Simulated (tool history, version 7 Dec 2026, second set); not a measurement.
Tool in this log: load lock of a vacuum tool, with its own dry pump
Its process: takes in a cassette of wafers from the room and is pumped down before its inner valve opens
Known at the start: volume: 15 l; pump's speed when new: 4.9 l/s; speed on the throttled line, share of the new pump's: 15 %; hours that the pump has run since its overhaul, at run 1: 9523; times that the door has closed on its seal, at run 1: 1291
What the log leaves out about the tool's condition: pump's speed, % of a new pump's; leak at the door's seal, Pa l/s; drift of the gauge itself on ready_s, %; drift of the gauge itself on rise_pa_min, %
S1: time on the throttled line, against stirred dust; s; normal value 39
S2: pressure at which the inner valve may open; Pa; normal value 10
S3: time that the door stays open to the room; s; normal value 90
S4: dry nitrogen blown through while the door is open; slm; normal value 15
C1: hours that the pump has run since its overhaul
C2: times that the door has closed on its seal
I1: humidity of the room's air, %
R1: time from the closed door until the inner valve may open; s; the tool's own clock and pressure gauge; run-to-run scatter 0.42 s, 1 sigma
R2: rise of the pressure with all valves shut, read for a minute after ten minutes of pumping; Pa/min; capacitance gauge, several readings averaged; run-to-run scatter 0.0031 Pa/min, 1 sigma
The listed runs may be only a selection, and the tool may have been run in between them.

run	hour	S1	S2	S3	S4	C1	C2	I1	R1	R2
1	0.0	39	10	90	15	9523	1291	44.1	65.3	0.094
2	356.0	39	10	90	15	9879	2675	45.2	67.4	0.101
3	630.7	39	10	90	41	10153	3742	47.1	66.2	0.078
4	1217.4	39	10	90	17	10740	6022	42.5	66.1	0.103
5	1769.5	39	10	90	17	11292	8167	45.4	66.9	0.116
# hour 1903.0: dry pump taken out, an overhauled one fitted
6	2332.0	39	10	90	15	429	10329	46.6	61.1	0.127
7	2750.8	39	10	90	7	848	11957	42.0	62.1	0.144
8	3323.4	39	10	90	15	1420	14182	43.5	62.2	0.140
9	3780.0	30	10	90	15	1877	15956	45.9	54.2	0.161
10	4137.6	30	10	90	15	2235	17345	48.3	54.9	0.169
11	4577.0	30	10	90	15	2674	19053	45.2	54.5	0.174
12	4970.6	30	10	90	7	3068	20582	45.8	55.3	0.206
13	5427.4	30	10	90	7	3524	22357	47.0	55.1	0.215
14	5679.1	30	10	90	7	3776	23335	45.6	55.4	0.225
15	6028.3	39	10	90	15	4125	24692	45.3	63.8	0.213
16	6566.1	39	10	90	15	4663	26782	44.0	63.5	0.227
17	7074.0	39	10	90	15	5171	28755	43.6	63.7	0.240
18	7373.5	35	7	189	9	5471	29919	43.8	61.5	0.299
19	7931.0	35	14	27	9	6028	32085	43.5	58.6	0.244
20	8525.7	67	10	90	5	6623	34396	46.0	87.6	0.316
21	8903.4	67	10	90	5	7000	35864	45.7	87.0	0.331
22	9483.6	66	7	83	35	7581	38118	45.1	88.6	0.298
23	10019.1	60	11	100	15	8116	40199	45.1	81.8	0.359
24	10611.6	31	10	90	12	8709	42501	46.5	58.4	0.392
25	11124.2	21	15	133	10	9221	44493	43.1	49.4	0.425
26	11659.3	21	15	133	10	9756	46572	44.1	49.7	0.450
# hour 12014.7: door's seal changed, seat wiped
27	12014.7	21	15	133	10	10110	0	48.0	49.4	0.127
28	12501.7	48	20	191	10	10597	1893	38.6	71.5	0.127
29	12942.2	48	20	191	10	11038	3604	45.1	70.9	0.149
30	13249.3	48	20	191	10	11345	4798	45.8	71.9	0.155
# hour 13348.7: dry pump taken out, an overhauled one fitted
31	13690.2	39	8	37	15	342	6488	43.9	62.6	0.083
32	14001.3	39	8	37	15	653	7696	45.7	62.8	0.087
33	14470.5	39	8	37	15	1122	9520	45.5	61.9	0.098
34	14849.0	39	10	51	7	1500	10990	42.9	61.9	0.123

Results per run with the tool's hidden condition removed, run-to-run variation unchanged:
run	R1	R2
1	61.3	0.086
2	63.2	0.090
3	61.9	0.064
4	61.4	0.082
5	62.0	0.086
6	61.1	0.089
7	62.0	0.100
8	61.8	0.085
9	53.6	0.096
10	54.1	0.096
11	53.6	0.092
12	54.1	0.113
13	53.7	0.112
14	53.9	0.116
15	62.3	0.093
16	61.8	0.090
17	61.8	0.087
18	59.3	0.140
19	56.4	0.064
20	85.5	0.117
21	84.7	0.118
22	85.9	0.061
23	78.9	0.099
24	54.5	0.104
25	45.3	0.114
26	45.2	0.120
27	44.8	0.124
28	67.6	0.120
29	66.9	0.138
30	67.7	0.141
31	62.5	0.063
32	62.7	0.061
33	61.5	0.063
34	61.4	0.084

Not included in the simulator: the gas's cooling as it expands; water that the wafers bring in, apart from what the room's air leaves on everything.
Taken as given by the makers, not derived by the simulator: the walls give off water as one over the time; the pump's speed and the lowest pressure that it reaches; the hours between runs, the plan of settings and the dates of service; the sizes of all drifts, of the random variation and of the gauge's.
